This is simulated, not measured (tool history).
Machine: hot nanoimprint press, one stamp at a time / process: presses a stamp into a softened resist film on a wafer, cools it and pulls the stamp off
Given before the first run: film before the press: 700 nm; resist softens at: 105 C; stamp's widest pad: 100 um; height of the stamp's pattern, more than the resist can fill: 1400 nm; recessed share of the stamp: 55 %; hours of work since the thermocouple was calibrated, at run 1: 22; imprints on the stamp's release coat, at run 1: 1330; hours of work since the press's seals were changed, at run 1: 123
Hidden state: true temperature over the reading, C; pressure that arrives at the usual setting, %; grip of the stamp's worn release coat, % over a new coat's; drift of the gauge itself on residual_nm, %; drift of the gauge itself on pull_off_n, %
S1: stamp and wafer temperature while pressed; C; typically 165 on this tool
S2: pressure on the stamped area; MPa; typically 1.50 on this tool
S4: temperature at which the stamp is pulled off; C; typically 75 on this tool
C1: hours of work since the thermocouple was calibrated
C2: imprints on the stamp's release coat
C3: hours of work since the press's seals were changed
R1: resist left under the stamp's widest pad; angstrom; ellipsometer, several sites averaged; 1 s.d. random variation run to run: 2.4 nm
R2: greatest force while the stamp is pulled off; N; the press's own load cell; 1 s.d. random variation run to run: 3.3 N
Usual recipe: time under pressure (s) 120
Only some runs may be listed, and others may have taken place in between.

{"run": 1, "hour": 0.0, "S1": 165, "S2": 1.5, "time under pressure (s)": 120, "S4": 75, "C1": 22, "C2": 1330, "C3": 123, "R1": 3971, "R2": 217}
{"run": 2, "hour": 24.4, "S1": 165, "S2": 1.5, "time under pressure (s)": 123, "S4": 75, "C1": 40, "C2": 1411, "C3": 141, "R1": 3964, "R2": 216}
{"run": 3, "hour": 62.9, "S1": 165, "S2": 1.84, "time under pressure (s)": 120, "S4": 75, "C1": 69, "C2": 1539, "C3": 169, "R1": 3767, "R2": 226}
{"run": 4, "hour": 96.5, "S1": 165, "S2": 1.5, "time under pressure (s)": 98, "S4": 75, "C1": 94, "C2": 1650, "C3": 194, "R1": 4293, "R2": 240}
{"run": 5, "hour": 133.5, "S1": 165, "S2": 1.34, "time under pressure (s)": 120, "S4": 75, "C1": 121, "C2": 1773, "C3": 222, "R1": 4231, "R2": 230}
{"run": 6, "hour": 171.0, "S1": 165, "S2": 1.34, "time under pressure (s)": 120, "S4": 75, "C1": 149, "C2": 1898, "C3": 250, "R1": 4242, "R2": 241}
{"hour": 175.7, "done": "plate thermocouple calibrated"}
{"run": 7, "hour": 193.9, "S1": 165, "S2": 1.34, "time under pressure (s)": 120, "S4": 75, "C1": 13, "C2": 1964, "C3": 264, "R1": 4317, "R2": 242}
{"hour": 206.9, "done": "stamp cleaned and given a new release coat"}
{"run": 8, "hour": 222.4, "S1": 165, "S2": 1.69, "time under pressure (s)": 115, "S4": 75, "C1": 30, "C2": 52, "C3": 281, "R1": 4075, "R2": 160}
{"run": 9, "hour": 244.9, "S1": 165, "S2": 1.59, "time under pressure (s)": 210, "S4": 79, "C1": 47, "C2": 126, "C3": 298, "R1": 3336, "R2": 153}
{"run": 10, "hour": 265.0, "S1": 172, "S2": 1.21, "time under pressure (s)": 72, "S4": 79, "C1": 62, "C2": 193, "C3": 313, "R1": 3925, "R2": 156}
{"run": 11, "hour": 303.4, "S1": 155, "S2": 1.21, "time under pressure (s)": 213, "S4": 73, "C1": 90, "C2": 320, "C3": 341, "R1": 5661, "R2": 174}
{"run": 12, "hour": 325.5, "S1": 175, "S2": 0.99, "time under pressure (s)": 169, "S4": 72, "C1": 107, "C2": 394, "C3": 357, "R1": 2666, "R2": 183}
{"run": 13, "hour": 346.2, "S1": 175, "S2": 1.5, "time under pressure (s)": 120, "S4": 75, "C1": 122, "C2": 463, "C3": 373, "R1": 2593, "R2": 172}
{"run": 14, "hour": 374.1, "S1": 175, "S2": 0.93, "time under pressure (s)": 81, "S4": 75, "C1": 143, "C2": 555, "C3": 394, "R1": 3721, "R2": 183}

Below, some changes in R1 between adjacent runs. For each, the amount present without the hidden state too (settings, incoming material, random variation) and the amount remaining for the hidden state with gauge scatter not shared by both compared results:
Run 6 -> 7: plate thermocouple calibrated. R1 +75 angstrom: hidden state +70, all else +5.
Run 11 -> 12: S1 155 -> 175, S2 1.21 -> 0.99, time under pressure (s) 213 -> 169, S4 73 -> 72. R1 -2995 angstrom: hidden state -41, all else -2954.
